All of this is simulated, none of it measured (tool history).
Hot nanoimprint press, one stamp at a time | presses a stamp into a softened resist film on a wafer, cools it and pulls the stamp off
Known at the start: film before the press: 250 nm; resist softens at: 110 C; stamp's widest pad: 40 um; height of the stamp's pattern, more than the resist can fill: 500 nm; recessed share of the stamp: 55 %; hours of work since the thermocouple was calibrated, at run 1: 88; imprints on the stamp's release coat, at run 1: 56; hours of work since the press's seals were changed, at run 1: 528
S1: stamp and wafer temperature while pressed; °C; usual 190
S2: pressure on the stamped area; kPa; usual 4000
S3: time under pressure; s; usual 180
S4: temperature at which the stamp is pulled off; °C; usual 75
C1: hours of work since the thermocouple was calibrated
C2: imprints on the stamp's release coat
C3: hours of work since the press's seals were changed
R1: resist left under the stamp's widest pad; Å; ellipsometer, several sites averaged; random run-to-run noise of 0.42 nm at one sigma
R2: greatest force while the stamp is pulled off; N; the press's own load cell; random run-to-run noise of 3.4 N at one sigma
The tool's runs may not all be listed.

Run 1, hour 0: usual settings; C1 88; C2 56; C3 528. Result: R1 1150 Å, R2 240 N.
Run 2, hour 40.8: usual settings; C1 113; C2 141; C3 553. Result: R1 1155 Å, R2 247 N.
Run 3, hour 126.1: usual settings; C1 166; C2 318; C3 606. Result: R1 1153 Å, R2 256 N.
Run 4, hour 168.4: usual settings; C1 193; C2 406; C3 633. Result: R1 1145 Å, R2 256 N.
Run 5, hour 213: usual settings; C1 220; C2 499; C3 660. Result: R1 1136 Å, R2 265 N.
At hour 262.5: press's hydraulic seals changed and the load cell set to zero.
Run 6, hour 285.9: usual settings; C1 261; C2 634; C3 15. Result: R1 1102 Å, R2 275 N.
Run 7, hour 331.9: usual settings; C1 290; C2 729; C3 43. Result: R1 1097 Å, R2 286 N.
Run 8, hour 415.3: usual settings but S2 2630 kPa; C1 342; C2 902; C3 95. Result: R1 1322 Å, R2 304 N.
At hour 441: stamp cleaned and given a new release coat.
Run 9, hour 462.2: usual settings; C1 367; C2 44; C3 121. Result: R1 1082 Å, R2 239 N.
Run 10, hour 506.1: usual settings; C1 394; C2 135; C3 148. Result: R1 1082 Å, R2 244 N.
Run 11, hour 573.1: usual settings; C1 436; C2 275; C3 190. Result: R1 1076 Å, R2 244 N.
Run 12, hour 642: usual settings; C1 479; C2 418; C3 233. Result: R1 1074 Å, R2 250 N.
At hour 649.1: plate thermocouple calibrated.
Run 13, hour 717: usual settings; C1 42; C2 567; C3 278. Result: R1 1150 Å, R2 275 N.
Run 14, hour 758.4: usual settings but S4 80 °C; C1 68; C2 653; C3 304. Result: R1 1144 Å, R2 266 N.
Run 15, hour 836.2: usual settings but S4 80 °C; C1 117; C2 815; C3 352. Result: R1 1133 Å, R2 285 N.
At hour 904: stamp cleaned and given a new release coat.
Run 16, hour 913.5: usual settings but S4 80 °C; C1 161; C2 20; C3 396. Result: R1 1133 Å, R2 227 N.
Run 17, hour 970.5: usual settings but S1 178 °C; C1 197; C2 138; C3 432. Result: R1 1823 Å, R2 247 N.
Run 18, hour 1027.3: usual settings but S3 331 s; C1 232; C2 256; C3 467. Result: R1 893 Å, R2 255 N.

Run 19, settings as shown, results not yet in. Your forecast:
Run 19, hour 1077.2: usual settings but S3 331 s, S4 81 °C; C1 263; C2 360; C3 499. Result: R1 ?, R2 ?.

For run 19 the tool returned R1 882 Å, R2 244 N.
If the tool had no hidden condition, the same run with the same run-to-run variation would have returned R1 910 Å, R2 223 N.

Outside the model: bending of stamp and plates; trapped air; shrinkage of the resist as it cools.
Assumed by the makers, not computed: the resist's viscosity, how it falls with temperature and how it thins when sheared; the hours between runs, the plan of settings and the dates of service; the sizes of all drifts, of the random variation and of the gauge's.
